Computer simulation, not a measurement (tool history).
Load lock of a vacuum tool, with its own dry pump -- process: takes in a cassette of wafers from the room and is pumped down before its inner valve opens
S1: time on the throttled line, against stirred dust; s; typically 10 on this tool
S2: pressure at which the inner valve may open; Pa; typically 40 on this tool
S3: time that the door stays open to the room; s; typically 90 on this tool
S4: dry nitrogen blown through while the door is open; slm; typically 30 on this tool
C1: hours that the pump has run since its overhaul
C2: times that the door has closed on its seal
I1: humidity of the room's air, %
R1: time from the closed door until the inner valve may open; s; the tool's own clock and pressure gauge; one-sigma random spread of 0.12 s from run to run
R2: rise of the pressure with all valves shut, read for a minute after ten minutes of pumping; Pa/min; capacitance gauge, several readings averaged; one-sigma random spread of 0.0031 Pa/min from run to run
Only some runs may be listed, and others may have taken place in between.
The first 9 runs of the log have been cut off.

Run 10, hour 2752.9: usual settings; C1 13370; C2 9481; I1 41.5. Result: R1 18.7 s, R2 0.074 Pa/min.
Run 11, hour 3000.6: usual settings but S1 5 s; C1 13618; C2 9793; I1 45.8. Result: R1 14.9 s, R2 0.085 Pa/min.
Run 12, hour 3225.1: usual settings but S1 5 s; C1 13842; C2 10075; I1 47.3. Result: R1 15.1 s, R2 0.087 Pa/min.
Run 13, hour 3498.4: usual settings but S1 5 s; C1 14116; C2 10419; I1 45.9. Result: R1 15.1 s, R2 0.084 Pa/min.
Run 14, hour 3855.7: usual settings; C1 14473; C2 10869; I1 44.1. Result: R1 18.4 s, R2 0.082 Pa/min.
Run 15, hour 4205.8: usual settings; C1 14823; C2 11309; I1 43.4. Result: R1 18.8 s, R2 0.076 Pa/min.
Run 16, hour 4410.6: usual settings; C1 15028; C2 11567; I1 44.5. Result: R1 18.7 s, R2 0.085 Pa/min.
Run 17, hour 4759.3: usual settings; C1 15376; C2 12006; I1 48.7. Result: R1 18.6 s, R2 0.088 Pa/min.
Run 18, hour 5042.7: usual settings; C1 15660; C2 12362; I1 43.2. Result: R1 18.6 s, R2 0.085 Pa/min.
Run 19, hour 5410.8: usual settings but S2 36 Pa, S4 28 slm; C1 16028; C2 12826; I1 43.2. Result: R1 18.8 s, R2 0.090 Pa/min.
Run 20, hour 5568.7: usual settings but S2 36 Pa, S4 28 slm; C1 16186; C2 13024; I1 43.2. Result: R1 18.8 s, R2 0.089 Pa/min.
Run 21, hour 5896.6: usual settings but S1 7 s; C1 16514; C2 13437; I1 44.7. Result: R1 16.7 s, R2 0.091 Pa/min.

The next listed run, before its measurement:
Run 22, hour 6107.3: usual settings but S1 7 s, S2 58 Pa, S3 46 s; C1 16724; C2 13702; I1 44.7. Result: R1 ?, R2 ?.

Run 22 yielded R1 16.0 s, R2 0.075 Pa/min.
Take away the tool's hidden state, keep the run-to-run variation as it was, and the same run would have given R1 15.3 s, R2 0.043 Pa/min.

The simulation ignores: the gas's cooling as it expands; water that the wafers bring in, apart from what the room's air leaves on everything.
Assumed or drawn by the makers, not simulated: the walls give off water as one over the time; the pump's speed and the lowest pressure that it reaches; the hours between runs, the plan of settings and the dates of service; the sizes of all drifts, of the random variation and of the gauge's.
